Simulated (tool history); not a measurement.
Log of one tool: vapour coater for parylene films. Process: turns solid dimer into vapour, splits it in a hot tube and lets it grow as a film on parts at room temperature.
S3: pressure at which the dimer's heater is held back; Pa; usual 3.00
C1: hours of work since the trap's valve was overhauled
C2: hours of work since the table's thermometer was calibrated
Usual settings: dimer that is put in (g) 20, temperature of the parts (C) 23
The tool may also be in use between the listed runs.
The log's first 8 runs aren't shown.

run 9 hour=186.5 | dimer_that_is_put_in_(g)=20 temperature_of_the_parts_(C)=25 S3=3.00 | C1=181 C2=866 | thickness_of_the_film_(nm)=3680
run 10 hour=204.0 | dimer_that_is_put_in_(g)=20 temperature_of_the_parts_(C)=25 S3=3.00 | C1=195 C2=881 | thickness_of_the_film_(nm)=3730
run 11 hour=230.8 | dimer_that_is_put_in_(g)=20 temperature_of_the_parts_(C)=25 S3=3.00 | C1=217 C2=903 | thickness_of_the_film_(nm)=3630
run 12 hour=258.1 | dimer_that_is_put_in_(g)=23 temperature_of_the_parts_(C)=23 S3=3.00 | C1=240 C2=925 | thickness_of_the_film_(nm)=4570
run 13 hour=279.2 | dimer_that_is_put_in_(g)=23 temperature_of_the_parts_(C)=23 S3=3.00 | C1=257 C2=942 | thickness_of_the_film_(nm)=4560
run 14 hour=293.0 | dimer_that_is_put_in_(g)=23 temperature_of_the_parts_(C)=23 S3=3.00 | C1=268 C2=954 | thickness_of_the_film_(nm)=4490
run 15 hour=326.2 | dimer_that_is_put_in_(g)=20 temperature_of_the_parts_(C)=23 S3=10.36 | C1=296 C2=981 | thickness_of_the_film_(nm)=3150
run 16 hour=357.9 | dimer_that_is_put_in_(g)=20 temperature_of_the_parts_(C)=23 S3=10.36 | C1=322 C2=1007 | thickness_of_the_film_(nm)=3120
run 17 hour=389.0 | dimer_that_is_put_in_(g)=20 temperature_of_the_parts_(C)=23 S3=10.36 | C1=347 C2=1032 | thickness_of_the_film_(nm)=3110
run 18 hour=410.8 | dimer_that_is_put_in_(g)=20 temperature_of_the_parts_(C)=23 S3=7.59 | C1=365 C2=1050 | thickness_of_the_film_(nm)=3260
-- hour=441.8 trap's valve overhauled
run 19 hour=445.1 | dimer_that_is_put_in_(g)=20 temperature_of_the_parts_(C)=23 S3=7.37 | C1=3 C2=1075 | thickness_of_the_film_(nm)=3560
run 20 hour=465.9 | dimer_that_is_put_in_(g)=20 temperature_of_the_parts_(C)=23 S3=7.37 | C1=20 C2=1092 | thickness_of_the_film_(nm)=3580
run 21 hour=492.8 | dimer_that_is_put_in_(g)=20 temperature_of_the_parts_(C)=23 S3=7.37 | C1=42 C2=1114 | thickness_of_the_film_(nm)=3610
run 22 hour=517.6 | dimer_that_is_put_in_(g)=20 temperature_of_the_parts_(C)=28 S3=7.37 | C1=62 C2=1135 | thickness_of_the_film_(nm)=2800
run 23 hour=535.5 | dimer_that_is_put_in_(g)=20 temperature_of_the_parts_(C)=23 S3=3.00 | C1=77 C2=1149 | thickness_of_the_film_(nm)=4190
run 24 hour=550.7 | dimer_that_is_put_in_(g)=31 temperature_of_the_parts_(C)=30 S3=3.00 | C1=89 C2=1162 | thickness_of_the_film_(nm)=4670
run 25 hour=582.9 | dimer_that_is_put_in_(g)=31 temperature_of_the_parts_(C)=30 S3=3.00 | C1=116 C2=1188 | thickness_of_the_film_(nm)=4610

Forecast run 26:
run 26 hour=608.7 | dimer_that_is_put_in_(g)=31 temperature_of_the_parts_(C)=30 S3=3.00 | C1=137 C2=1209 | thickness_of_the_film_(nm)=?

{"run 26": {"thickness of the film (nm)": 4570}}
Without the tool's hidden state the same run would have given thickness of the film (nm) 4870.
